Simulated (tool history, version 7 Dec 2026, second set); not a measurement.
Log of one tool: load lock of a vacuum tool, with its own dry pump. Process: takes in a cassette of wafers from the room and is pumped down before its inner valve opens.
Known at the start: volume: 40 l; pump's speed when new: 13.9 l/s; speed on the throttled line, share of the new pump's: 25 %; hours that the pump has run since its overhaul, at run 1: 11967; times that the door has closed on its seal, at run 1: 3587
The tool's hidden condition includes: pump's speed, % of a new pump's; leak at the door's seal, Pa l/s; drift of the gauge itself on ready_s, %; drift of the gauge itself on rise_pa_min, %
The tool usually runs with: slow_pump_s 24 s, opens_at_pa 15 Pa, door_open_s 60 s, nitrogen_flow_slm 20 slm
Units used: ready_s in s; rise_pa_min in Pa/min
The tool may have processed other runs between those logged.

run	hour	slow_pump_s	opens_at_pa	door_open_s	nitrogen_flow_slm	hours that the pump has run since its overhaul	times that the door has closed on its seal	incoming humidity of the room's air, %	ready_s	rise_pa_min
1	0	24	15	60	20	11967	3587	43.7	47.1	0.026
2	116.9	24	15	60	20	12084	3723	45.9	47.8	0.03
3	207.3	24	15	153	20	12174	3828	44	47.5	0.048
4	301.7	24	15	153	20	12269	3938	45.1	48.7	0.048
# hour 313.3: dry pump taken out, an overhauled one fitted
5	375.9	24	15	153	20	63	4018	45.4	43.5	0.052
6	444	24	15	60	4	131	4097	42	43.2	0.043
7	509.8	24	15	60	4	196	4174	47	44.6	0.043
8	603.4	24	15	60	10	290	4283	50.4	43.7	0.041
9	702.9	24	15	60	10	390	4399	43.6	43.9	0.035
10	825.8	24	15	60	20	512	4542	43.1	44	0.028
11	884.7	47	15	60	20	571	4610	44.2	60.7	0.033
12	1004.4	24	15	60	20	691	4750	44.2	43.8	0.031
13	1064.3	24	15	60	20	751	4820	46.1	43.9	0.034
14	1145.7	24	15	49	20	832	4914	49	44.3	0.028
15	1256.8	24	15	49	20	943	5044	43.4	44.1	0.031
16	1372.7	24	15	49	20	1059	5179	38.9	43.6	0.021
17	1489	24	15	112	18	1176	5314	46.3	44.2	0.046
18	1550.8	24	15	112	18	1238	5386	47	44.5	0.05
19	1640.8	24	13	60	37	1327	5491	45.2	44.6	0.032
20	1732.6	16	21	60	22	1419	5598	42.5	37.1	0.035
21	1782.3	16	21	60	22	1469	5656	47.5	37	0.035
22	1862	33	26	87	12	1549	5749	47.7	48.9	0.052
23	1942.8	20	28	87	24	1629	5843	44.7	39.3	0.043
24	2064.3	20	28	64	13	1751	5984	47.2	39.5	0.037
25	2177.8	20	28	64	13	1864	6117	48	39	0.037
26	2289.5	20	28	64	13	1976	6247	45.8	39.5	0.038
27	2387.7	39	13	51	20	2074	6361	44.5	55	0.032
28	2441.5	39	13	51	20	2128	6424	46.4	55.6	0.035
29	2559.1	39	13	51	20	2246	6561	43.2	55.4	0.031
30	2639	39	13	51	20	2326	6654	42.9	56.4	0.032
31	2704.7	39	22	26	20	2391	6730	44.5	55.2	0.025

Branching from run 31: 4 alternative next runs. What would each branch give?
A	2777	24	26	37	5	2464	6815	43.4	?	?
B	2777	39	10	110	8	2464	6815	47.5	?	?
C	2777	30	22	82	13	2464	6815	44	?	?
D	2777	39	14	34	20	2464	6815	43.1	?	?

run	ready_s	rise_pa_min
A	43	0.033
B	57	0.051
C	47.8	0.052
D	55.1	0.029
With no hidden state in the tool, these same runs would have given:
run	ready_s	rise_pa_min
A	42	0.022
B	56.1	0.04
C	46.9	0.041
D	54.3	0.019
